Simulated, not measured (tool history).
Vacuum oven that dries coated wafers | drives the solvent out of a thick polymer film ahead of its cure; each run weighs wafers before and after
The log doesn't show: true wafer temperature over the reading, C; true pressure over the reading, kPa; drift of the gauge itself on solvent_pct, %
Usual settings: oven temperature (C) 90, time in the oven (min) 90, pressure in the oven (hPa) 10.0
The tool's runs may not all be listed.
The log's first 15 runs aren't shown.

run	hour	oven temperature (C)	time in the oven (min)	pressure in the oven (hPa)	hours of work since the thermocouples were calibrated	hours of work since the vacuum gauge was cleaned of residue	solvent left in the film (%)
16	1136.7	97	127	10.0	1045	1229	0.61
# hour 1193.6: oven's thermocouples calibrated
17	1237.2	90	90	10.0	20	1276	2.92
18	1290.3	90	90	10.0	45	1300	3.00
19	1387.2	90	90	10.0	91	1346	3.02
20	1451.9	90	84	10.0	121	1376	3.23
21	1549.6	92	90	10.0	167	1422	2.55
22	1668.6	92	90	10.0	222	1478	2.47
23	1757.4	90	78	7.4	264	1519	3.49
24	1863.0	90	78	7.4	314	1569	3.29
25	1978.4	103	53	19.5	368	1623	2.03
26	2033.7	83	77	10.0	393	1649	5.29
27	2151.2	98	53	10.8	449	1704	3.00
28	2248.0	90	108	10.0	494	1749	2.20
29	2319.4	87	104	10.0	527	1782	3.00
30	2395.3	78	61	38.9	563	1818	8.14

Run 31 comes next. What will it give?
31	2465.0	90	105	6.6	596	1851	?

Run 31 gave solvent left in the film (%) 2.17.
Without the tool's hidden state the same run would have given solvent left in the film (%) 2.13.
